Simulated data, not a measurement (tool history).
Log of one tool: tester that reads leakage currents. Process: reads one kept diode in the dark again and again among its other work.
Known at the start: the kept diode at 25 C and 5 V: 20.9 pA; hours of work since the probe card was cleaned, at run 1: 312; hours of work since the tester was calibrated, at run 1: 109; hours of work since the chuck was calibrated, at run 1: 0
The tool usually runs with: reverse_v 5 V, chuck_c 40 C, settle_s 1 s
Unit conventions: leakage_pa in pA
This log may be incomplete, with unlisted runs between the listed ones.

| run | hour | reverse_v | chuck_c | settle_s | hours of work since the probe card was cleaned | hours of work since the tester was calibrated | hours of work since the chuck was calibrated | leakage_pa |
|---|---|---|---|---|---|---|---|---|
| 1 | 0 | 5 | 40 | 1 | 312 | 109 | 0 | 81.79 |
| 2 | 113.3 | 5 | 40 | 1 | 381 | 179 | 70 | 82.15 |
| 3 | 199.8 | 5 | 40 | 1 | 434 | 232 | 123 | 81.77 |
| 4 | 310.8 | 5 | 40 | 1 | 502 | 300 | 191 | 81.77 |
| 5 | 477.3 | 3.44 | 40 | 1 | 605 | 402 | 293 | 72.74 |
| 6 | 603.3 | 3.44 | 44 | 1 | 682 | 479 | 370 | 101.67 |
| 7 | 768.6 | 3.44 | 44 | 1 | 783 | 581 | 472 | 101.72 |
| 8 | 867.7 | 5 | 40 | 1 | 844 | 642 | 533 | 81.75 |
| 9 | 1016.5 | 5 | 40 | 1 | 936 | 733 | 624 | 81.56 |
| 10 | 1095.3 | 5 | 40 | 1 | 984 | 781 | 672 | 82.34 |
| 11 | 1233 | 5 | 40 | 1 | 1069 | 866 | 757 | 82.3 |
| 12 | 1414 | 5 | 40 | 1 | 1180 | 977 | 868 | 81.36 |
| 13 | 1492.2 | 2.71 | 40 | 1 | 1228 | 1025 | 916 | 67.61 |
| 14 | 1649.7 | 2.71 | 40 | 1 | 1324 | 1122 | 1013 | 67.5 |
| 15 | 1740.7 | 2.71 | 40 | 1 | 1380 | 1178 | 1068 | 67.48 |
| 16 | 1914.1 | 2.71 | 40 | 7.39 | 1487 | 1284 | 1175 | 66.96 |
| 17 | 2049.4 | 2.71 | 40 | 7.39 | 1570 | 1367 | 1258 | 67.26 |
| 18 | 2235.3 | 2.71 | 40 | 7.39 | 1684 | 1481 | 1372 | 66.89 |
|  | 2405.7 | chuck's temperature calibrated |
| 19 | 2405.7 | 2.71 | 40 | 7.39 | 1787 | 1585 | 0 | 66.98 |
| 20 | 2559.1 | 18.99 | 53 | 1.63 | 1881 | 1679 | 94 | 356.11 |
| 21 | 2705.8 | 1.65 | 24 | 1.53 | 1971 | 1769 | 184 | 13.97 |
| 22 | 2891 | 2.53 | 52 | 4.29 | 2085 | 1882 | 298 | 175.74 |
| 23 | 3007.2 | 2.11 | 20 | 3.35 | 2156 | 1954 | 369 | 10.12 |
| 24 | 3119.3 | 2.67 | 40 | 0.35 | 2225 | 2023 | 438 | 68.43 |
| 25 | 3263.2 | 1.43 | 40 | 8.31 | 2314 | 2111 | 526 | 55.37 |
| 26 | 3414.1 | 7.23 | 23 | 3.91 | 2406 | 2204 | 619 | 19.81 |
| 27 | 3493.1 | 10.95 | 23 | 7.45 | 2455 | 2252 | 667 | 22.53 |
| 28 | 3655.3 | 10.95 | 23 | 7.45 | 2554 | 2352 | 767 | 22.28 |
| 29 | 3847.8 | 1.33 | 23 | 2.74 | 2672 | 2470 | 885 | 11.72 |
| 30 | 3952.3 | 1.15 | 25 | 1 | 2736 | 2534 | 949 | 13.6 |
| 31 | 4116.8 | 1.15 | 25 | 1 | 2837 | 2635 | 1050 | 13.72 |
| 32 | 4207.3 | 10.52 | 49 | 1.53 | 2893 | 2690 | 1106 | 214.62 |
| 33 | 4330 | 10.52 | 49 | 1.53 | 2968 | 2766 | 1181 | 214.26 |
| 34 | 4414.9 | 5.62 | 50 | 0.48 | 3020 | 2818 | 1233 | 195.66 |
| 35 | 4512 | 5.62 | 50 | 0.48 | 3080 | 2877 | 1293 | 193.2 |
| 36 | 4621.2 | 5.62 | 41 | 2.64 | 3147 | 2945 | 1360 | 91.33 |

3 ways to go on from here, each from the tool as it stands after run 36. What would each give?
|  | 4812.5 | chuck's temperature calibrated |
| A | 4812.5 | 7.39 | 41 | 2.64 | 3263 | 3061 | 0 | ? |
|  | 4812.5 | chuck's temperature calibrated |
| B | 4812.5 | 2.99 | 41 | 0.8 | 3263 | 3061 | 0 | ? |
|  | 4812.5 | chuck's temperature calibrated |
| C | 4812.5 | 5.62 | 26 | 0.58 | 3263 | 3061 | 0 | ? |

| run | leakage_pa |
|---|---|
| A | 100.33 |
| B | 76.12 |
| C | 26.1 |
Without the tool's hidden state the same runs would have given:
| run | leakage_pa |
|---|---|
| A | 100.3 |
| B | 76.11 |
| C | 26.07 |
